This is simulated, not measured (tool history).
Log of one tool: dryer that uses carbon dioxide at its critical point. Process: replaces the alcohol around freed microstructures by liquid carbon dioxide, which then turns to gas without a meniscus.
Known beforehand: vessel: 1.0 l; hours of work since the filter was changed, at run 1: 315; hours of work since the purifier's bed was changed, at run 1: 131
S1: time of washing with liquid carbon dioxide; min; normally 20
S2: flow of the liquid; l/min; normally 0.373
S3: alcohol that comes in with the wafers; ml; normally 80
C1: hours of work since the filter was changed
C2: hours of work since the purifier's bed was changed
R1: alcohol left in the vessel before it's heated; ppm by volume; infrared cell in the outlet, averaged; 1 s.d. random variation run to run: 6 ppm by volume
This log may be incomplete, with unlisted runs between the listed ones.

run,hour,S1,S2,S3,C1,C2,R1
1,0.0,20,0.373,80,315,131,351
2,7.8,24,0.373,80,320,135,144
3,19.6,24,0.373,80,327,143,151
4,30.7,24,0.373,80,334,150,150
5,39.4,24,0.373,80,340,155,153
6,45.3,24,0.373,80,343,159,146
7,56.7,20,0.373,80,350,166,397
8,67.3,21,0.373,80,357,172,306
9,77.3,21,0.373,80,363,179,308
10,88.2,21,0.373,80,370,185,310
11,97.6,21,0.373,94,376,191,383
12,103.8,20,0.373,51,380,195,280
13,112.7,20,0.373,51,385,201,274
14,123.9,20,0.373,51,392,208,281
15,135.8,20,0.373,51,399,215,279
16,143.9,20,0.373,20,404,220,134
17,155.1,26,0.619,80,411,227,42
18,166.5,28,0.330,32,419,234,82
19,171.8,26,0.542,21,422,237,56
20,177.8,18,0.542,20,426,241,63
21,185.1,15,0.511,80,430,246,365
22,195.5,13,0.335,37,436,252,1721
23,204.7,16,0.593,59,442,258,108
24,210.4,24,0.373,117,446,261,253
25,221.7,12,0.373,68,453,268,2911
# hour 223.6: inlet filter changed
26,232.7,12,0.373,68,6,274,2165
27,238.3,17,0.419,68,9,278,296
28,247.7,23,0.373,80,15,284,154
29,257.4,23,0.373,80,21,290,153
30,263.3,23,0.581,115,25,293,59
31,270.3,13,0.373,32,29,298,795
32,281.2,17,0.498,70,36,304,147

Some steps in R1 between neighbouring runs. How much of each would the tool show without its hidden state too (settings, what came in, random variation), and how much is left for the hidden state, with any gauge scatter that isn't in both results?
Hidden state at play: flow that reaches the vessel past the clogged filter, %; alcohol in the recycled carbon dioxide, ppm; drift of the gauge itself on alcohol_ppm, %.
Run 22 -> 23: S1 13 -> 16, S2 0.335 -> 0.593, S3 37 -> 59. R1 -1613 ppm by volume: hidden state -453, all else -1160.
Run 24 -> 25: S1 24 -> 12, S3 117 -> 68. R1 +2658 ppm by volume: hidden state +785, all else +1873.
Run 25 -> 26: inlet filter changed. R1 -746 ppm by volume: hidden state -848, all else +102.
Run 26 -> 27: S1 12 -> 17, S2 0.373 -> 0.419. R1 -1869 ppm by volume: hidden state -29, all else -1840.
